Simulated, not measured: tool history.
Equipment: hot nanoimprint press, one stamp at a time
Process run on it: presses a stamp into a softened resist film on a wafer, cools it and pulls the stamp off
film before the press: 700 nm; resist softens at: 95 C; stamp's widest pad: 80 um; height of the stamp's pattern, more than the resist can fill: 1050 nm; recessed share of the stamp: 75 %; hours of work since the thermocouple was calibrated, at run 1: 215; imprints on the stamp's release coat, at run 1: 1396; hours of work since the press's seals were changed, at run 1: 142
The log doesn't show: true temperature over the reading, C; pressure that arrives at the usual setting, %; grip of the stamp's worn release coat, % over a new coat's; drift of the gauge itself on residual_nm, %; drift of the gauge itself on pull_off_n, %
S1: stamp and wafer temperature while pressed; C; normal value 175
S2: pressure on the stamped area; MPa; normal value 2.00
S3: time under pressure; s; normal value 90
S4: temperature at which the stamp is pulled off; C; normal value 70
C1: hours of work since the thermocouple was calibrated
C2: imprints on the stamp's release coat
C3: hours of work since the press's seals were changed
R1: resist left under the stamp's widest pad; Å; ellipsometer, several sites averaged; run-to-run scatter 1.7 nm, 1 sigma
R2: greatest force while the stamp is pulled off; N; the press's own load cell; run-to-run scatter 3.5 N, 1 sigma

run 1 hour=0.0 | S1=175 S2=2.00 S3=90 S4=70 | C1=215 C2=1396 C3=142 | R1=3569 R2=265
run 2 hour=10.6 | S1=175 S2=2.00 S3=90 S4=70 | C1=222 C2=1435 C3=148 | R1=3559 R2=271
run 3 hour=26.6 | S1=175 S2=2.00 S3=90 S4=70 | C1=231 C2=1494 C3=158 | R1=3593 R2=264
-- hour=33.5 stamp cleaned and given a new release coat
run 4 hour=45.6 | S1=175 S2=2.00 S3=90 S4=70 | C1=239 C2=44 C3=166 | R1=3568 R2=169
run 5 hour=61.4 | S1=179 S2=2.00 S3=90 S4=70 | C1=249 C2=102 C3=176 | R1=3048 R2=179
run 6 hour=76.5 | S1=179 S2=2.00 S3=90 S4=70 | C1=258 C2=158 C3=185 | R1=3050 R2=181
run 7 hour=90.1 | S1=175 S2=2.00 S3=90 S4=57 | C1=266 C2=209 C3=193 | R1=3558 R2=195
run 8 hour=100.5 | S1=175 S2=2.00 S3=90 S4=66 | C1=273 C2=247 C3=200 | R1=3569 R2=198
run 9 hour=115.5 | S1=175 S2=2.00 S3=90 S4=66 | C1=282 C2=302 C3=209 | R1=3615 R2=181
run 10 hour=127.9 | S1=185 S2=2.00 S3=90 S4=66 | C1=289 C2=348 C3=216 | R1=2399 R2=188
run 11 hour=136.8 | S1=185 S2=2.00 S3=90 S4=58 | C1=295 C2=381 C3=222 | R1=2420 R2=204
run 12 hour=144.9 | S1=185 S2=2.00 S3=90 S4=58 | C1=300 C2=411 C3=227 | R1=2416 R2=208
run 13 hour=155.1 | S1=185 S2=2.00 S3=159 S4=58 | C1=306 C2=449 C3=233 | R1=1885 R2=212
run 14 hour=168.9 | S1=185 S2=2.00 S3=159 S4=58 | C1=314 C2=500 C3=241 | R1=1890 R2=209
run 15 hour=177.5 | S1=185 S2=2.00 S3=159 S4=58 | C1=319 C2=531 C3=246 | R1=1897 R2=213
run 16 hour=186.1 | S1=185 S2=2.00 S3=159 S4=58 | C1=325 C2=563 C3=252 | R1=1883 R2=222
run 17 hour=201.7 | S1=185 S2=1.52 S3=179 S4=56 | C1=334 C2=621 C3=261 | R1=2042 R2=225
run 18 hour=219.5 | S1=169 S2=2.98 S3=90 S4=59 | C1=345 C2=687 C3=272 | R1=3944 R2=223
run 19 hour=236.3 | S1=175 S2=3.02 S3=130 S4=63 | C1=355 C2=749 C3=282 | R1=2631 R2=219
run 20 hour=246.0 | S1=175 S2=2.49 S3=119 S4=70 | C1=361 C2=785 C3=288 | R1=2973 R2=226
run 21 hour=257.4 | S1=175 S2=2.49 S3=119 S4=70 | C1=368 C2=827 C3=295 | R1=2962 R2=222
run 22 hour=264.8 | S1=175 S2=2.49 S3=119 S4=70 | C1=373 C2=854 C3=299 | R1=2996 R2=227
run 23 hour=274.7 | S1=175 S2=2.49 S3=119 S4=70 | C1=379 C2=891 C3=306 | R1=2988 R2=228
run 24 hour=290.3 | S1=175 S2=2.49 S3=119 S4=70 | C1=388 C2=948 C3=315 | R1=2972 R2=230
run 25 hour=301.6 | S1=175 S2=2.49 S3=119 S4=70 | C1=395 C2=990 C3=322 | R1=2990 R2=230
run 26 hour=313.1 | S1=175 S2=2.49 S3=119 S4=70 | C1=402 C2=1033 C3=329 | R1=2963 R2=235
run 27 hour=320.4 | S1=175 S2=2.49 S3=119 S4=70 | C1=406 C2=1059 C3=333 | R1=2970 R2=234
run 28 hour=333.0 | S1=175 S2=2.49 S3=119 S4=70 | C1=414 C2=1106 C3=341 | R1=2956 R2=244
run 29 hour=349.3 | S1=175 S2=2.33 S3=90 S4=70 | C1=424 C2=1166 C3=351 | R1=3415 R2=238

What if the next run were any one of these 5? Each begins from the tool's condition after run 29:
run A hour=356.6 | S1=177 S2=2.00 S3=90 S4=70 | C1=428 C2=1193 C3=355 | R1=? R2=?
run B hour=356.6 | S1=175 S2=2.12 S3=90 S4=63 | C1=428 C2=1193 C3=355 | R1=? R2=?
run C hour=356.6 | S1=184 S2=2.33 S3=128 S4=59 | C1=428 C2=1193 C3=355 | R1=? R2=?
run D hour=356.6 | S1=175 S2=2.62 S3=111 S4=70 | C1=428 C2=1193 C3=355 | R1=? R2=?
run E hour=356.6 | S1=172 S2=2.68 S3=90 S4=61 | C1=428 C2=1193 C3=355 | R1=? R2=?

run=A R1=3387 R2=249
run=B R1=3531 R2=247
run=C R1=2044 R2=264
run=D R1=3005 R2=251
run=E R1=3683 R2=266
What these runs would have given with no unlogged condition in the tool:
run=A R1=3235 R2=165
run=B R1=3372 R2=163
run=C R1=1942 R2=174
run=D R1=2850 R2=166
run=E R1=3505 R2=176

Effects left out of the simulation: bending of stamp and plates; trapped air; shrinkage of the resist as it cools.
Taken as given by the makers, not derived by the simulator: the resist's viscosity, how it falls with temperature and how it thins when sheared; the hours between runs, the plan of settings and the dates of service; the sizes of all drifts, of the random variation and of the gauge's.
